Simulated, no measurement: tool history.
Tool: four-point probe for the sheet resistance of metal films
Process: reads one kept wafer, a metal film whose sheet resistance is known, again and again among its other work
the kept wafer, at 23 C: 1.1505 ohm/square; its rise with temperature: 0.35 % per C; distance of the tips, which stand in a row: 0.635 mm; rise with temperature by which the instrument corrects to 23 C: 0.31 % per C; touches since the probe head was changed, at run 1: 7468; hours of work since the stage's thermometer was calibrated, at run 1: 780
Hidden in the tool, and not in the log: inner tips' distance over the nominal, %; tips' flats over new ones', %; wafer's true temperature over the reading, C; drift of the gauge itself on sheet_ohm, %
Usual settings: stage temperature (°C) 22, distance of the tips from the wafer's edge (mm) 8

run,day,stage temperature (°C),distance of the tips from the wafer's edge (mm),touches since the probe head was changed,hours of work since the stage's thermometer was calibrated,sheet resistance as the instrument gives it (ohm/square)
1,0,22,8,7468,780,1.154823
2,3.65,22,8,9210,816,1.154477
3,7.079,22,8,10845,850,1.154524
4,10.008,22,8,12242,878,1.154265
5,13.838,22,8,14069,916,1.154272
6,16.542,22,68,15358,942,1.150528
7,20.608,22,8,17300,982,1.154297
# day 20.829: stage's thermometer calibrated
8,22.462,22,3,18173,16,1.176462
9,26.175,22,3,19944,52,1.176041
10,30.312,22,3,21918,93,1.176585
11,33.112,21,4,23255,120,1.164171
12,36.012,24,34,24639,148,1.149923
13,39.208,31,21,26163,180,1.153174
# day 41.6: stage's thermometer calibrated, once more
14,41.671,19,12,27327,1,1.153443
15,45.888,26,38,29340,42,1.154566
16,47.867,29,21,30282,61,1.155463
17,50.05,27,8,31324,83,1.158471
18,52.246,27,8,32372,104,1.158331
19,54.567,32,8,33478,127,1.160432

5 ways to go on from here, each from the tool as it stands after run 19. What would each give?
A,58.175,23,11,35200,162,?
B,58.175,30,31,35200,162,?
C,58.175,22,4,35200,162,?
D,58.175,23,13,35200,162,?
E,58.175,22,5,35200,162,?

run,sheet resistance as the instrument gives it (ohm/square)
A,1.155464
B,1.156208
C,1.167926
D,1.154263
E,1.162754
Without the tool's hidden state the same runs would have given:
run,sheet resistance as the instrument gives it (ohm/square)
A,1.152819
B,1.153553
C,1.165257
D,1.15162
E,1.160095

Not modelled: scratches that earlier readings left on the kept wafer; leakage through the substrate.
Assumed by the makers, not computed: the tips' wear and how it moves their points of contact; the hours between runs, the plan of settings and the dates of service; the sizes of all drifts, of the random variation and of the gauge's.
